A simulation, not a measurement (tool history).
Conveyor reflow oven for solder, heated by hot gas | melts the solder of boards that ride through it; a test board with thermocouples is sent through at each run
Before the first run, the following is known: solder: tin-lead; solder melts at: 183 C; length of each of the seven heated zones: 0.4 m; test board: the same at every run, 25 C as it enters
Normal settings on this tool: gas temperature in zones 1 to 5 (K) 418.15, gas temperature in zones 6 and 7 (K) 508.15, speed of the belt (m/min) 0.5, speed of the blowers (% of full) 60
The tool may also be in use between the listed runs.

run,hour,gas temperature in zones 1 to 5 (K),gas temperature in zones 6 and 7 (K),speed of the belt (m/min),speed of the blowers (% of full),highest temperature of the board (K),time above the solder's melting point (s)
1,0,418.15,508.15,0.5,60,487.25,70.9
2,46.3,418.15,508.15,0.5,60,487.25,70.4
3,84,418.15,508.15,0.5,79,491.15,75
4,135.5,410.15,508.15,0.5,79,489.45,70.8
5,164.4,418.15,508.15,0.5,60,487.05,70.2
6,214.4,418.15,502.15,0.5,60,479.95,59.1
7,258.1,418.15,502.15,0.5,60,479.25,59.4
8,307.9,418.15,508.15,0.5,60,489.65,74.4
9,359.1,418.15,508.15,0.5,60,489.35,72.9
10,394.4,418.15,508.15,0.5,54,487.15,70.3
11,417.1,418.15,508.15,0.5,60,488.85,72.7
12,460.8,418.15,508.15,0.5,60,488.75,73.5
13,509.1,413.15,521.15,0.5,60,497.75,79.7
14,561.7,413.15,521.15,0.5,60,497.55,80.2
15,615.7,431.15,507.15,0.447,60,493.05,94.4
16,656.9,418.15,508.15,0.41,60,493.55,97
17,688.1,430.15,508.15,0.523,63,489.25,75.8
18,733.9,430.15,508.15,0.523,63,489.15,76.9
19,777,430.15,508.15,0.523,63,488.45,76.3
20,816.3,422.15,508.15,0.542,63,486.05,65.3
21,861,413.15,501.15,0.588,53,471.45,38.1
22,898.7,413.15,501.15,0.588,53,471.25,36.9
23,945.2,416.15,507.15,0.5,60,484.85,66.8

Taken out of this log: 3 entries between the listed runs. Where each belongs, and how the hidden state differs across it:
In the gap between runs 5 and 6: flux residue cleaned out of gas plates and filters (hour 177.2)
  heat that the gas passes to the board, % of a clean oven's: 86.3 -> 79.5; belt's true speed, % of the reading: 99.77 -> 99.75; true gas temperature in zones 6 and 7 over the reading, C: -0.4 -> -0.46
  measured value less the no-hidden-state value, highest temperature of the board (K): -3.8 -> -5.7; time above the solder's melting point (s): -4.8 -> -9
In the gap between runs 7 and 8: flux residue cleaned out of gas plates and filters, once more (hour 291.3)
  heat that the gas passes to the board, % of a clean oven's: 78.8 -> 98.8; belt's true speed, % of the reading: 99.73 -> 99.7; true gas temperature in zones 6 and 7 over the reading, C: -0.52 -> -0.59
  measured value less the no-hidden-state value, highest temperature of the board (K): -6 -> -0.7; time above the solder's melting point (s): -9.6 -> -0.4
In the gap between runs 19 and 20: thermocouples of zones 6 and 7 changed (hour 808.1)
  heat that the gas passes to the board, % of a clean oven's: 89.9 -> 89.2; belt's true speed, % of the reading: 99.47 -> 99.45; true gas temperature in zones 6 and 7 over the reading, C: -1.22 -> -0.83
  measured value less the no-hidden-state value, highest temperature of the board (K): -3.2 -> -3.4; time above the solder's melting point (s): -3 -> -3.6
